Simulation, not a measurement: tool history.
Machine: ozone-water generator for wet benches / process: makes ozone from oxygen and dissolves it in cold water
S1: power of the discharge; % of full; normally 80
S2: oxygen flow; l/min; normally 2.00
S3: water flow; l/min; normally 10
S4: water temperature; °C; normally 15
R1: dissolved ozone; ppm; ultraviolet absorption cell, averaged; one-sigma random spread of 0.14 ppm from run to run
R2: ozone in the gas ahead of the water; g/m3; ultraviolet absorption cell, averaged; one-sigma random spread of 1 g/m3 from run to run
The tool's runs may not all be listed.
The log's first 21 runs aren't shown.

run,day,S1,S2,S3,S4,R1,R2
22,34.879,96,3.43,14,15,14.2,158.3
23,37.050,96,3.43,14,15,14.2,157.2
24,38.200,96,3.43,14,15,14.5,158.9
25,39.250,69,2.01,14,19,9.5,153.5
26,40.350,80,2.00,8,15,17.2,167.9
27,42.600,64,2.75,11,15,12.5,130.2
28,43.788,43,2.00,10,15,9.9,114.8
29,45.500,43,2.00,10,15,9.8,113.4
30,46.871,80,2.00,6,15,20.9,168.8
31,48.725,80,1.22,10,10,12.3,195.7
32,49.992,61,2.65,8,8,17.1,128.2

3 options for the next run, each taken on its own from the tool as it stands now. Forecast them:
A,50.967,66,2.00,10,15,?,?
B,50.967,61,2.50,8,8,?,?
C,50.967,61,2.65,11,18,?,?

run,R1,R2
A,12.7,148.8
B,16.5,131.5
C,11.6,128.1
Had the tool no hidden state, the same runs would have come out as:
run,R1,R2
A,13.9,158.2
B,18.0,139.3
C,12.7,135.7

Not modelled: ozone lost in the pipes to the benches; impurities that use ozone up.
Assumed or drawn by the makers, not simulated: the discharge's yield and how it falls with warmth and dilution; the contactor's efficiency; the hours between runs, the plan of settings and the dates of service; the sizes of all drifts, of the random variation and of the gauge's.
